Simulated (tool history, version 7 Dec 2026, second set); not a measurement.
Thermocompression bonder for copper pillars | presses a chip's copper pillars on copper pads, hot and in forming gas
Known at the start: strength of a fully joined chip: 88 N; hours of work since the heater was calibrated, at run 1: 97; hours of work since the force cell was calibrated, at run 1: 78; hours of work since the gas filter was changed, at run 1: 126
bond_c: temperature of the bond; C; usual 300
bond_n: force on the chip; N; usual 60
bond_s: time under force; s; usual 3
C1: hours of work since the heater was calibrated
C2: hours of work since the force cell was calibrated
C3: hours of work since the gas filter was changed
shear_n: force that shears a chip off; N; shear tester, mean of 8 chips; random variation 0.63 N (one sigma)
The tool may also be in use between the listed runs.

run 1 day=0.000 | bond_c=300 bond_n=60 bond_s=3 | C1=97 C2=78 C3=126 | shear_n=46.6
run 2 day=0.300 | bond_c=300 bond_n=60 bond_s=3 | C1=100 C2=82 C3=129 | shear_n=45.6
run 3 day=0.562 | bond_c=300 bond_n=60 bond_s=3 | C1=103 C2=85 C3=132 | shear_n=47.1
run 4 day=1.029 | bond_c=300 bond_n=60 bond_s=3 | C1=108 C2=90 C3=137 | shear_n=46.3
run 5 day=1.462 | bond_c=300 bond_n=60 bond_s=3 | C1=113 C2=95 C3=142 | shear_n=45.5
run 6 day=1.854 | bond_c=300 bond_n=60 bond_s=3 | C1=118 C2=99 C3=146 | shear_n=46.5
run 7 day=2.338 | bond_c=284 bond_n=60 bond_s=3 | C1=123 C2=105 C3=152 | shear_n=41.3
run 8 day=2.625 | bond_c=284 bond_n=60 bond_s=3 | C1=126 C2=108 C3=155 | shear_n=40.8
run 9 day=3.071 | bond_c=284 bond_n=60 bond_s=3 | C1=131 C2=113 C3=160 | shear_n=42.0
run 10 day=3.408 | bond_c=284 bond_n=60 bond_s=3 | C1=135 C2=117 C3=164 | shear_n=41.5
run 11 day=3.796 | bond_c=300 bond_n=60 bond_s=3 | C1=140 C2=121 C3=168 | shear_n=46.5
run 12 day=4.238 | bond_c=300 bond_n=60 bond_s=3 | C1=145 C2=126 C3=173 | shear_n=47.3
run 13 day=4.608 | bond_c=318 bond_n=60 bond_s=3 | C1=149 C2=130 C3=177 | shear_n=51.2
run 14 day=5.221 | bond_c=300 bond_n=60 bond_s=3 | C1=156 C2=137 C3=184 | shear_n=45.3
run 15 day=5.729 | bond_c=300 bond_n=60 bond_s=3 | C1=161 C2=143 C3=190 | shear_n=45.3
run 16 day=6.125 | bond_c=300 bond_n=60 bond_s=3 | C1=166 C2=147 C3=194 | shear_n=44.7
run 17 day=6.675 | bond_c=300 bond_n=60 bond_s=3 | C1=172 C2=154 C3=201 | shear_n=45.0
run 18 day=7.254 | bond_c=300 bond_n=60 bond_s=7 | C1=179 C2=160 C3=207 | shear_n=56.4
run 19 day=7.588 | bond_c=307 bond_n=60 bond_s=7 | C1=182 C2=164 C3=211 | shear_n=60.3
-- day=7.675 force cell calibrated
run 20 day=8.062 | bond_c=300 bond_n=60 bond_s=3 | C1=187 C2=4 C3=216 | shear_n=44.9
run 21 day=8.383 | bond_c=321 bond_n=60 bond_s=8 | C1=191 C2=8 C3=219 | shear_n=63.9
-- day=8.583 forming gas filter changed
run 22 day=8.721 | bond_c=311 bond_n=66 bond_s=5 | C1=194 C2=12 C3=2 | shear_n=64.1
run 23 day=9.171 | bond_c=311 bond_n=66 bond_s=5 | C1=199 C2=17 C3=7 | shear_n=63.8
run 24 day=9.621 | bond_c=311 bond_n=66 bond_s=5 | C1=204 C2=22 C3=12 | shear_n=65.0
run 25 day=9.871 | bond_c=300 bond_n=45 bond_s=3 | C1=207 C2=24 C3=14 | shear_n=43.8
run 26 day=10.300 | bond_c=273 bond_n=54 bond_s=6 | C1=212 C2=29 C3=19 | shear_n=48.4
run 27 day=10.892 | bond_c=273 bond_n=54 bond_s=6 | C1=219 C2=36 C3=26 | shear_n=48.7
-- day=11.050 force cell calibrated, once more
run 28 day=11.554 | bond_c=273 bond_n=54 bond_s=6 | C1=225 C2=6 C3=33 | shear_n=49.1
run 29 day=12.146 | bond_c=290 bond_n=54 bond_s=6 | C1=232 C2=12 C3=39 | shear_n=54.7
run 30 day=12.492 | bond_c=290 bond_n=54 bond_s=6 | C1=236 C2=16 C3=43 | shear_n=55.2
run 31 day=12.925 | bond_c=290 bond_n=54 bond_s=6 | C1=241 C2=21 C3=48 | shear_n=54.7
run 32 day=13.483 | bond_c=313 bond_n=36 bond_s=6 | C1=247 C2=27 C3=54 | shear_n=53.8
run 33 day=13.929 | bond_c=313 bond_n=36 bond_s=8 | C1=252 C2=32 C3=59 | shear_n=57.6
run 34 day=14.492 | bond_c=282 bond_n=60 bond_s=2 | C1=258 C2=39 C3=66 | shear_n=38.2
run 35 day=15.033 | bond_c=282 bond_n=60 bond_s=2 | C1=264 C2=45 C3=72 | shear_n=37.7
run 36 day=15.329 | bond_c=300 bond_n=45 bond_s=4 | C1=268 C2=48 C3=75 | shear_n=46.3
run 37 day=15.933 | bond_c=296 bond_n=53 bond_s=7 | C1=275 C2=55 C3=82 | shear_n=57.0
run 38 day=16.396 | bond_c=279 bond_n=72 bond_s=2 | C1=280 C2=60 C3=87 | shear_n=39.2
run 39 day=16.846 | bond_c=299 bond_n=65 bond_s=5 | C1=285 C2=65 C3=92 | shear_n=56.8
run 40 day=17.138 | bond_c=318 bond_n=36 bond_s=2 | C1=288 C2=69 C3=96 | shear_n=36.3

Hidden state at the last listed run before each entry between runs and at the first one after, where it differs:
Between runs 19 and 20: force cell calibrated (day 7.675)
  force that reaches the chip, % of what is set: 98.3 -> 98; oxide that the forming gas leaves, % of the face: 10.54 -> 10.77
  measured less the result without the state, shear_n: -6.6 -> -5.2 N
Between runs 21 and 22: forming gas filter changed (day 8.583)
  true temperature of the bond over the reading, C: 1.3 -> 1.4; oxide that the forming gas leaves, % of the face: 10.95 -> 0.64
  measured less the result without the state, shear_n: -7.6 -> -0.1 N
Between runs 27 and 28: force cell calibrated, once more (day 11.050)
  true temperature of the bond over the reading, C: 1.6 -> 1.7; force that reaches the chip, % of what is set: 97.8 -> 99.6; oxide that the forming gas leaves, % of the face: 1.79 -> 2.14
  measured less the result without the state, shear_n: -0.6 -> -0.3 N
